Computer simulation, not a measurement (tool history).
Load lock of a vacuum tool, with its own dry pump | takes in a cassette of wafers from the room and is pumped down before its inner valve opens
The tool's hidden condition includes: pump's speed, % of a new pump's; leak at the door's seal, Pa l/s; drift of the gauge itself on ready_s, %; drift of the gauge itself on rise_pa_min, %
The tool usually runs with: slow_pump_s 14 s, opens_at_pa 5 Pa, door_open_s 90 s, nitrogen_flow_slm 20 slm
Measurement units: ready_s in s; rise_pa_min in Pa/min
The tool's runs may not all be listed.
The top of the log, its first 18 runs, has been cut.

| run | hour | slow_pump_s | opens_at_pa | door_open_s | nitrogen_flow_slm | hours that the pump has run since its overhaul | times that the door has closed on its seal | incoming humidity of the room's air, % | ready_s | rise_pa_min |
|---|---|---|---|---|---|---|---|---|---|---|
| 19 | 3242.9 | 17 | 10 | 57 | 13 | 7319 | 17927 | 45.1 | 34.0 | 0.066 |
| 20 | 3406.8 | 23 | 8 | 146 | 15 | 7483 | 18261 | 46.6 | 39.0 | 0.115 |
| 21 | 3529.3 | 23 | 8 | 146 | 15 | 7605 | 18510 | 41.5 | 39.9 | 0.101 |
| 22 | 3657.9 | 14 | 9 | 148 | 20 | 7734 | 18772 | 42.7 | 31.2 | 0.096 |
| 23 | 3766.3 | 14 | 9 | 35 | 20 | 7842 | 18993 | 46.9 | 31.0 | 0.048 |
| 24 | 4015.7 | 14 | 5 | 90 | 20 | 8091 | 19501 | 42.9 | 32.8 | 0.068 |
| 25 | 4193.0 | 14 | 5 | 33 | 14 | 8269 | 19863 | 47.3 | 33.6 | 0.045 |
| 26 | 4447.0 | 14 | 5 | 33 | 14 | 8523 | 20380 | 45.9 | 32.2 | 0.045 |
| 27 | 4570.3 | 14 | 5 | 90 | 25 | 8646 | 20632 | 47.0 | 33.3 | 0.070 |
| 28 | 4708.8 | 14 | 5 | 114 | 4 | 8785 | 20914 | 45.1 | 33.1 | 0.116 |
| 29 | 4914.4 | 7 | 7 | 55 | 26 | 8990 | 21333 | 44.5 | 26.6 | 0.053 |
| 30 | 5088.0 | 11 | 9 | 74 | 21 | 9164 | 21687 | 40.3 | 29.4 | 0.060 |
| 31 | 5212.8 | 12 | 9 | 74 | 21 | 9289 | 21941 | 44.5 | 30.2 | 0.066 |

Consider 4 possible next runs. They are alternatives, not a sequence: every one starts from the tool as it was left by run 31. What does each give?
| A | 5371.9 | 12 | 9 | 74 | 15 | 9448 | 22265 | 43.6 | ? | ? |
| B | 5371.9 | 24 | 8 | 74 | 26 | 9448 | 22265 | 43.8 | ? | ? |
| C | 5371.9 | 12 | 9 | 74 | 5 | 9448 | 22265 | 46.0 | ? | ? |
| D | 5371.9 | 8 | 8 | 74 | 21 | 9448 | 22265 | 42.6 | ? | ? |

| run | ready_s | rise_pa_min |
|---|---|---|
| A | 29.4 | 0.069 |
| B | 39.6 | 0.056 |
| C | 30.4 | 0.088 |
| D | 26.6 | 0.063 |
With the hidden condition removed and each run's random variation left untouched, the same runs would have given:
| run | ready_s | rise_pa_min |
|---|---|---|
| A | 29.3 | 0.068 |
| B | 39.6 | 0.056 |
| C | 30.4 | 0.088 |
| D | 26.6 | 0.063 |
